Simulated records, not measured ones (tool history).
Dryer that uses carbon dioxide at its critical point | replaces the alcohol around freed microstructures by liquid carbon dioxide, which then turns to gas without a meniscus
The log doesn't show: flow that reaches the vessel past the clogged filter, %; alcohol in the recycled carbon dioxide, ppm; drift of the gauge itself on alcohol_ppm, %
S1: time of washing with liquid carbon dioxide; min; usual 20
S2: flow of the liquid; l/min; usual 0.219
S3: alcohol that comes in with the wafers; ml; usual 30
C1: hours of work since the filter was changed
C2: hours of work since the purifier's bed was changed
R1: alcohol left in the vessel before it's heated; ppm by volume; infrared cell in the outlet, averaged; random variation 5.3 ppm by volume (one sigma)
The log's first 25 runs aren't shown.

{"run": 26, "hour": 234.1, "S1": 22, "S2": 0.365, "S3": 85, "C1": 217, "C2": 156, "R1": 43}
{"run": 27, "hour": 247.0, "S1": 22, "S2": 0.156, "S3": 78, "C1": 224, "C2": 164, "R1": 1468}
{"run": 28, "hour": 254.1, "S1": 22, "S2": 0.156, "S3": 78, "C1": 228, "C2": 168, "R1": 1420}
{"run": 29, "hour": 260.9, "S1": 22, "S2": 0.156, "S3": 58, "C1": 232, "C2": 171, "R1": 1109}
{"run": 30, "hour": 273.6, "S1": 22, "S2": 0.156, "S3": 58, "C1": 239, "C2": 178, "R1": 1114}
{"run": 31, "hour": 287.0, "S1": 15, "S2": 0.219, "S3": 30, "C1": 246, "C2": 186, "R1": 714}
{"run": 32, "hour": 298.3, "S1": 26, "S2": 0.288, "S3": 63, "C1": 252, "C2": 192, "R1": 62}
{"run": 33, "hour": 308.6, "S1": 26, "S2": 0.273, "S3": 98, "C1": 258, "C2": 198, "R1": 65}
{"run": 34, "hour": 319.6, "S1": 26, "S2": 0.273, "S3": 98, "C1": 264, "C2": 204, "R1": 73}

Forecast each of these 4 alternatives for the next run:
{"run": "A", "hour": 328.8, "S1": 26, "S2": 0.134, "S3": 98, "C1": 269, "C2": 209, "R1": "?"}
{"run": "B", "hour": 328.8, "S1": 26, "S2": 0.273, "S3": 65, "C1": 269, "C2": 209, "R1": "?"}
{"run": "C", "hour": 328.8, "S1": 20, "S2": 0.219, "S3": 23, "C1": 269, "C2": 209, "R1": "?"}
{"run": "D", "hour": 328.8, "S1": 15, "S2": 0.136, "S3": 25, "C1": 269, "C2": 209, "R1": "?"}

run=A R1=1791
run=B R1=54
run=C R1=181
run=D R1=3166
Without the tool's hidden state the same runs would have given:
run=A R1=1313
run=B R1=0
run=C R1=91
run=D R1=2639
